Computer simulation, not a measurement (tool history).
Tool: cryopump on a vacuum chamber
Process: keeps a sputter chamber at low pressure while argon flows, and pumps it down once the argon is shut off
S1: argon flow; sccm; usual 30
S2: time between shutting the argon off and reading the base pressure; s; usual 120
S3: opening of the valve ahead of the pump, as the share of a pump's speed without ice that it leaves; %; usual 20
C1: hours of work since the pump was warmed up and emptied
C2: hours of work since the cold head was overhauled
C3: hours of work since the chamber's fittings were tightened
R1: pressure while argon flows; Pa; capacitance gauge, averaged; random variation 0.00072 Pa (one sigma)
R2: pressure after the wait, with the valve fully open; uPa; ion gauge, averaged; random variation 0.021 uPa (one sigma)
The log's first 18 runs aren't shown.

run	hour	S1	S2	S3	C1	C2	C3	R1	R2
19	641.8	30	120	48	318	1790	1523	0.0657	0.97
20	665.4	50	120	48	338	1810	1543	0.1108	1.03
# hour 690.2: pump warmed up, emptied and cooled again
21	708.9	13	57	45	15	1842	1575	0.0255	0.95
22	734.4	30	120	16	37	1863	1596	0.1644	0.81
23	769	30	55	29	65	1891	1624	0.0928	1.04
24	799.8	48	214	42	91	1917	1650	0.1056	0.78
25	848.1	38	114	20	130	1957	1690	0.1712	0.9
26	884.5	51	20	21	161	1987	1720	0.2184	1.83
27	930.9	50	280	17	199	2025	1758	0.2678	0.89
28	974.6	42	46	15	235	2061	1794	0.2525	1.27
29	1011.6	42	46	15	266	2092	1825	0.2555	1.33
30	1044	12	51	20	292	2119	1852	0.0563	1.33
31	1089.9	57	49	31	330	2157	1890	0.1825	1.43
# hour 1123.5: pump warmed up, emptied and cooled again
32	1136.3	57	49	31	11	2191	1924	0.1611	1.11
33	1164.5	57	49	31	34	2214	1947	0.1649	1.14
34	1195.3	57	49	31	59	2240	1973	0.166	1.2

4 ways to go on from here, each from the tool as it stands after run 34. What would each give?
A	1224.4	16	49	53	83	2264	1997	?	?
B	1224.4	18	120	20	83	2264	1997	?	?
C	1224.4	27	49	31	83	2264	1997	?	?
D	1224.4	57	49	16	83	2264	1997	?	?

run	R1	R2
A	0.0275	1.21
B	0.0801	0.95
C	0.0802	1.24
D	0.3175	1.16
Without the tool's hidden state the same runs would have given:
run	R1	R2
A	0.0256	0.6
B	0.078	0.34
C	0.077	0.63
D	0.3108	0.57
